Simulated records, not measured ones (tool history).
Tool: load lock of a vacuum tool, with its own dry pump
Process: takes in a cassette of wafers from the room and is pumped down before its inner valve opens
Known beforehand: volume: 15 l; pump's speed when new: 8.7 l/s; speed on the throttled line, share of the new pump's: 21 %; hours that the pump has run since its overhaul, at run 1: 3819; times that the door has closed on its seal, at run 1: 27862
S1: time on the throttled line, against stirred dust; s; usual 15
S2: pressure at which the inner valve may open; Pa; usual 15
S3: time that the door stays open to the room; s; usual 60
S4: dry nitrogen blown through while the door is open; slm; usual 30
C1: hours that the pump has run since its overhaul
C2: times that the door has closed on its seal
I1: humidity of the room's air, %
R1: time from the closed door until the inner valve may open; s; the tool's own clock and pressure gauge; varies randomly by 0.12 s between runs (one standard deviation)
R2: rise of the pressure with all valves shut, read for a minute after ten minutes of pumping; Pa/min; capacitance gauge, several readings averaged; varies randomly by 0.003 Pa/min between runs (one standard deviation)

run     hour  S1  S2   S3  S4    C1     C2    I1    R1     R2
  1      0.0  15  15   60  30  3819  27862  45.6  27.7  0.299
  2    539.0  15  15   60  30  4358  30520  44.1  27.7  0.352
  3    801.3  15  30   60  30  4620  31814  46.9  26.7  0.365
  4   1070.4  15  30   60  30  4889  33141  44.5  26.6  0.385
  5   1413.1  15  30   60  30  5232  34831  45.8  26.6  0.404
      1549.9  -- door's seal changed, seat wiped
  6   1970.6  15  15   60  30  5788   2075  45.4  28.2  0.037
  7   2346.9  15  15   60  30  6164   3930  44.2  28.1  0.052
  8   2679.1  15  15   60  30  6496   5569  44.4  28.2  0.061
  9   3157.2  15  12   60  30  6974   7927  43.8  28.5  0.075
 10   3453.5  15  12   60  30  7271   9388  45.7  28.4  0.077
 11   4062.8  15  15   60  30  7880  12393  45.2  28.4  0.097
 12   4415.2  15  15   60  30  8232  14131  44.2  28.4  0.117
 13   4702.6  15  15   60   8  8520  15548  43.4  28.6  0.141
 14   5019.6  15  15   60   8  8837  17112  46.9  28.5  0.162
 15   5513.2  15  15   60   8  9330  19546  45.8  28.6  0.182
 16   5874.5  15  13  142   8  9692  21328  40.9  29.0  0.208
 17   6137.3  29  14   60  30  9955  22625  45.6  39.7  0.214
      6271.5  -- dry pump taken out, an overhauled one fitted
 18   6680.9  29  14   60  30   409  25276  45.1  38.3  0.235
 19   7255.1  29  14   60  30   984  28108  48.2  38.3  0.274
 20   7718.8  14  22   60  30  1447  30395  43.9  25.6  0.310
 21   8264.4  18  24   60  30  1993  33085  48.1  28.8  0.355
 22   8725.6  18  24   60  30  2454  35360  45.0  29.1  0.393
      8753.9  -- door's seal changed, seat wiped
 23   9143.3  23  15   60  30  2870   1921  46.7  33.9  0.041
 24   9736.5  15  17   60   8  3464   4847  48.1  27.0  0.065
 25  10323.7  17  13   60  30  4051   7743  43.0  29.4  0.057
 26  10646.2  15  12  208  11  4373   9333  44.9  28.0  0.100

What does the tool deliver on the next run?
 27  10994.8   8  19  146  27  4722  11052  44.8   ?   ?

Run 27 yielded R1 21.9 s, R2 0.098 Pa/min.
Minus the tool's unlogged condition, the same run would have read R1 21.3 s, R2 0.041 Pa/min.
